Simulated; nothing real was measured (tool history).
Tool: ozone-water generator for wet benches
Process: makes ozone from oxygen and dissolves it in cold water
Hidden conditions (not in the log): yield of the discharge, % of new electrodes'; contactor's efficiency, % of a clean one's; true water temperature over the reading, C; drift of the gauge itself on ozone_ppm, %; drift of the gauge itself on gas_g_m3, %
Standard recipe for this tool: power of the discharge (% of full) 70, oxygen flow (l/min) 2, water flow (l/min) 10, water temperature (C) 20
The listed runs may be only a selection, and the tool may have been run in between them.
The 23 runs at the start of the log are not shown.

run,day,power of the discharge (% of full),oxygen flow (l/min),water flow (l/min),water temperature (C),hours of work since the electrodes were changed,hours of work since the contactor was cleaned,hours of work since the thermometer was calibrated,dissolved ozone (ppm),ozone in the gas ahead of the water (g/m3)
# day 109.558: contactor cleaned
24,112.979,89,1.13,9,26,4360,78,3292,19.3,274.5
# day 117.421: water thermometer calibrated
25,119.367,89,1.13,9,26,4504,222,44,19.6,270.1
26,124.438,76,2.03,10,24,4619,337,159,16,164.3
27,130.729,91,2,10,20,4762,480,302,19.4,194.1
28,135.975,61,3.04,10,28,4881,599,421,11.7,106.4
29,139.196,92,1.41,9,14,4954,672,494,22.7,242.7
30,142.35,66,2,6,19,5026,744,566,21.6,146.7
31,148.538,66,2,6,19,5166,884,706,22,146

Consider 3 possible next runs. They are alternatives, not a sequence: every one starts from the tool as it was left by run 31. What does each give?
A,153.771,70,2.69,13,20,5285,1003,825,?,?
B,153.771,67,2,9,20,5285,1003,825,?,?
C,153.771,66,1.5,9,19,5285,1003,825,?,?

run,dissolved ozone (ppm),ozone in the gas ahead of the water (g/m3)
A,12.2,127.8
B,15.8,146.4
C,16.1,174.6
Had the tool no hidden state, the same runs would have come out as:
run,dissolved ozone (ppm),ozone in the gas ahead of the water (g/m3)
A,13.4,139.7
B,17.3,159.6
C,17.6,190
